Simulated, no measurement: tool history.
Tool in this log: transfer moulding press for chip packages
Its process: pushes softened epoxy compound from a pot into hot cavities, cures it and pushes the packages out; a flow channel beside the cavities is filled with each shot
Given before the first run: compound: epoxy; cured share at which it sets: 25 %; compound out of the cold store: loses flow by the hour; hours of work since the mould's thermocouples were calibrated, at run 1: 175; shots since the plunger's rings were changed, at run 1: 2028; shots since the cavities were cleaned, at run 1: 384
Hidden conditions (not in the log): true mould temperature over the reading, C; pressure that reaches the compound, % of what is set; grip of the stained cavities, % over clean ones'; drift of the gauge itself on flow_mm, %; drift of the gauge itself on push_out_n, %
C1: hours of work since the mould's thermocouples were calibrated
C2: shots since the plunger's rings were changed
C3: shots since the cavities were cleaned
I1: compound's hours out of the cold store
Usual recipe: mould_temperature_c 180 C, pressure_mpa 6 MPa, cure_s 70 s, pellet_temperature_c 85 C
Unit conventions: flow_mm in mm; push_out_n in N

Run 1, day 0: usual settings; C1 175; C2 2028; C3 384; I1 14.3. Result: flow_mm 969 mm, push_out_n 366 N.
At day 0.542: cavities cleaned with cleaning compound and waxed.
At day 2.104: cavities cleaned with cleaning compound and waxed.
Run 2, day 2.596: usual settings; C1 212; C2 2871; C3 167; I1 25. Result: flow_mm 882 mm, push_out_n 350 N.
At day 3.746: cavities cleaned with cleaning compound and waxed.
Run 3, day 4.8: usual settings; C1 243; C2 3601; C3 359; I1 37. Result: flow_mm 804 mm, push_out_n 333 N.
At day 5.3: cavities cleaned with cleaning compound and waxed.
At day 7.042: cavities cleaned with cleaning compound and waxed.
Run 4, day 8: usual settings; C1 289; C2 4649; C3 326; I1 14.9. Result: flow_mm 967 mm, push_out_n 356 N.
At day 8.733: cavities cleaned with cleaning compound and waxed.
At day 10.6: mould's thermocouples calibrated.
At day 10.662: cavities cleaned with cleaning compound and waxed.
Run 5, day 11: usual settings but cure_s 82 s; C1 5; C2 5602; C3 115; I1 19.2. Result: flow_mm 936 mm, push_out_n 285 N.
At day 12.312: cavities cleaned with cleaning compound and waxed.
At day 13.912: plunger's sealing rings changed.
At day 13.975: cavities cleaned with cleaning compound and waxed.
Run 6, day 14.658: usual settings; C1 56; C2 234; C3 234; I1 28. Result: flow_mm 871 mm, push_out_n 349 N.
At day 15.679: cavities cleaned with cleaning compound and waxed.
Run 7, day 16.688: usual settings but pressure_mpa 5.12 MPa; C1 85; C2 905; C3 345; I1 27.3. Result: flow_mm 803 mm, push_out_n 358 N.
At day 17.338: cavities cleaned with cleaning compound and waxed.
At day 18.9: cavities cleaned with cleaning compound and waxed.
Run 8, day 19.842: usual settings but pressure_mpa 5.12 MPa; C1 129; C2 1937; C3 322; I1 16.4. Result: flow_mm 889 mm, push_out_n 359 N.
At day 20.471: cavities cleaned with cleaning compound and waxed.
At day 22.258: cavities cleaned with cleaning compound and waxed.
Run 9, day 22.562: usual settings but pressure_mpa 5.12 MPa; C1 167; C2 2823; C3 104; I1 11.6. Result: flow_mm 917 mm, push_out_n 363 N.
At day 23.921: cavities cleaned with cleaning compound and waxed.
Run 10, day 25.05: usual settings but pressure_mpa 5.01 MPa, cure_s 67 s; C1 203; C2 3649; C3 385; I1 33.4. Result: flow_mm 758 mm, push_out_n 385 N.
At day 25.512: cavities cleaned with cleaning compound and waxed.
Run 11, day 26.667: usual settings but cure_s 91 s, pellet_temperature_c 82 C; C1 226; C2 4180; C3 395; I1 26. Result: flow_mm 888 mm, push_out_n 281 N.
At day 27.329: cavities cleaned with cleaning compound and waxed.
Run 12, day 28.454: usual settings but cure_s 91 s, pellet_temperature_c 82 C; C1 252; C2 4767; C3 383; I1 15.6. Result: flow_mm 964 mm, push_out_n 266 N.
At day 28.942: cavities cleaned with cleaning compound and waxed.
At day 30.596: cavities cleaned with cleaning compound and waxed.
Run 13, day 30.892: usual settings but cure_s 89 s; C1 286; C2 5556; C3 101; I1 19.7. Result: flow_mm 923 mm, push_out_n 273 N.
At day 32.262: cavities cleaned with cleaning compound and waxed.
At day 33.725: mould's thermocouples calibrated.
At day 34.025: plunger's sealing rings changed.
At day 34.088: cavities cleaned with cleaning compound and waxed.
Run 14, day 34.671: usual settings but cure_s 89 s; C1 12; C2 200; C3 200; I1 30.8. Result: flow_mm 838 mm, push_out_n 278 N.

3 options for the next run, each taken on its own from the tool as it stands now. Forecast them:
At day 35.921: cavities cleaned with cleaning compound and waxed.
At day 37.704: cavities cleaned with cleaning compound and waxed.
Run A, day 38.025: usual settings but mould_temperature_c 187 C, pressure_mpa 5.61 MPa, cure_s 50 s; C1 59; C2 1300; C3 109; I1 25.7. Result: flow_mm ?, push_out_n ?.
At day 35.921: cavities cleaned with cleaning compound and waxed.
At day 37.704: cavities cleaned with cleaning compound and waxed.
Run B, day 38.025: usual settings but mould_temperature_c 187 C, pressure_mpa 6.4 MPa, pellet_temperature_c 80 C; C1 59; C2 1300; C3 109; I1 17.1. Result: flow_mm ?, push_out_n ?.
At day 35.921: cavities cleaned with cleaning compound and waxed.
At day 37.704: cavities cleaned with cleaning compound and waxed.
Run C, day 38.025: usual settings but cure_s 57 s, pellet_temperature_c 78 C; C1 59; C2 1300; C3 109; I1 43.5. Result: flow_mm ?, push_out_n ?.

run  flow_mm  push_out_n
  A      833         489
  B      958         289
  C      767         508
The same runs, with their run-to-run variation unchanged, on a tool lacking any hidden condition would have given:
run  flow_mm  push_out_n
  A      833         487
  B      958         288
  C      768         507
